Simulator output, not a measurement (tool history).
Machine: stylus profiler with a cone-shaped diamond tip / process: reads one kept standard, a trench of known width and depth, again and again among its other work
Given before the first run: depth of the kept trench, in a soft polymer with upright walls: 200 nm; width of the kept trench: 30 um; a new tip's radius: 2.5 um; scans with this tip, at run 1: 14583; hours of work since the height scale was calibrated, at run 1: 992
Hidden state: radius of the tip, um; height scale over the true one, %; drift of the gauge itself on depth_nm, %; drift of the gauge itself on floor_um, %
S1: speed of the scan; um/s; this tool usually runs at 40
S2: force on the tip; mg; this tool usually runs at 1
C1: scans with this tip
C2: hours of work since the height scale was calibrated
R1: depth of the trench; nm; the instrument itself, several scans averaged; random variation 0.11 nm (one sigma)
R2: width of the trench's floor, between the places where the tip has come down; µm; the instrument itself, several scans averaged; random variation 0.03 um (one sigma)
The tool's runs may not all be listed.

run,hour,S1,S2,C1,C2,R1,R2
1,0,40,1,14583,992,201.18,27.66
2,66.6,40,1,15306,1041,201.37,27.64
3,105.2,40,1,15725,1070,201.36,27.64
4,141.1,40,1,16115,1096,201.41,27.64
5,196.3,85,1,16715,1137,201.26,27.21
6,283,85,1,17657,1201,201.18,27.21
7,347.9,22,0.49,18362,1249,200.86,27.73
8,432.3,40,1.08,19278,1312,201.36,27.69
9,514.5,19,1.4,20171,1372,201.64,27.84
10,573.2,35,0.68,20810,1416,201.1,27.6

Branching from run 10: 4 alternative next runs. What would each branch give?
A,632.7,40,0.46,21455,1460,?,?
B,632.7,60,0.93,21455,1460,?,?
C,632.7,18,0.39,21455,1460,?,?
D,632.7,10,0.76,21455,1460,?,?

run,R1,R2
A,200.72,27.41
B,201.11,27.41
C,200.48,27.74
D,200.9,27.96
Without the tool's hidden state the same runs would have given:
run,R1,R2
A,200.71,27.43
B,201.1,27.43
C,200.47,27.76
D,200.89,27.98

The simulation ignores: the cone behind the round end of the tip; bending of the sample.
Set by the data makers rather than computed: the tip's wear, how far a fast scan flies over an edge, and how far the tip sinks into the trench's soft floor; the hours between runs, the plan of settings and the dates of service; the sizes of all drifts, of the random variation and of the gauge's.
